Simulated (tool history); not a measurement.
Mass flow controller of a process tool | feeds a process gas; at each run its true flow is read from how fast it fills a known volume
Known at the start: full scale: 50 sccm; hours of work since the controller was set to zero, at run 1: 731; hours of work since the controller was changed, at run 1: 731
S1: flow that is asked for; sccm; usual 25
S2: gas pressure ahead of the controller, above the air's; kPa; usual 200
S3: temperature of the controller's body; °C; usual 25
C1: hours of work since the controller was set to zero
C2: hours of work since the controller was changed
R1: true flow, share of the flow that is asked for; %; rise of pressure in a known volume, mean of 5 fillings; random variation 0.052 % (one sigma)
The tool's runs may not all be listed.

| run | day | S1 | S2 | S3 | C1 | C2 | R1 |
|---|---|---|---|---|---|---|---|
| 1 | 0 | 25 | 200 | 25 | 731 | 731 | 98.43 |
| 2 | 2.9 | 25 | 200 | 25 | 764 | 764 | 98.35 |
| 3 | 4.842 | 25 | 200 | 25 | 785 | 785 | 98.4 |
| 4 | 7.158 | 25 | 200 | 27 | 812 | 812 | 98.36 |
| 5 | 9.488 | 25 | 200 | 25 | 838 | 838 | 98.4 |
| 6 | 12.35 | 25 | 200 | 25 | 870 | 870 | 98.38 |
| 7 | 14.958 | 25 | 200 | 25 | 900 | 900 | 98.35 |
| 8 | 17.429 | 25 | 200 | 25 | 927 | 927 | 98.28 |
| 9 | 19.858 | 25 | 200 | 25 | 955 | 955 | 98.29 |
| 10 | 22.154 | 25 | 264 | 25 | 981 | 981 | 97.94 |
| 11 | 24.346 | 25 | 264 | 25 | 1005 | 1005 | 97.94 |
| 12 | 27.042 | 25 | 200 | 22 | 1036 | 1036 | 98.38 |
| 13 | 28.704 | 25 | 200 | 22 | 1055 | 1055 | 98.43 |
| 14 | 31.221 | 6 | 152 | 25 | 1083 | 1083 | 97.46 |
| 15 | 33.375 | 11 | 200 | 20 | 1107 | 1107 | 97.57 |
| 16 | 34.808 | 11 | 200 | 20 | 1123 | 1123 | 97.59 |
| 17 | 36.404 | 43 | 200 | 35 | 1141 | 1141 | 99.3 |
| 18 | 39.392 | 43 | 200 | 30 | 1175 | 1175 | 99.38 |
| 19 | 42.325 | 25 | 146 | 25 | 1208 | 1208 | 98.82 |
| 20 | 44.762 | 11 | 205 | 32 | 1236 | 1236 | 97.15 |
| 21 | 47.096 | 11 | 200 | 25 | 1262 | 1262 | 97.46 |
| 22 | 50.017 | 11 | 200 | 25 | 1295 | 1295 | 97.49 |
| 23 | 52.933 | 11 | 200 | 25 | 1328 | 1328 | 97.38 |
| 24 | 54.5 | 7 | 212 | 30 | 1346 | 1346 | 96.99 |
| 25 | 57.283 | 7 | 212 | 30 | 1377 | 1377 | 96.92 |
| 26 | 59.533 | 7 | 212 | 30 | 1402 | 1402 | 96.94 |

4 ways to go on from here, each from the tool as it stands after run 26. What would each give?
| A | 61.538 | 25 | 200 | 25 | 1425 | 1425 | ? |
| B | 61.538 | 27 | 253 | 25 | 1425 | 1425 | ? |
| C | 61.538 | 10 | 212 | 23 | 1425 | 1425 | ? |
| D | 61.538 | 15 | 200 | 25 | 1425 | 1425 | ? |

| run | R1 |
|---|---|
| A | 98.37 |
| B | 98.17 |
| C | 97.49 |
| D | 97.72 |
Without the tool's hidden state the same runs would have given:
| run | R1 |
|---|---|
| A | 98.37 |
| B | 98.17 |
| C | 97.49 |
| D | 97.72 |
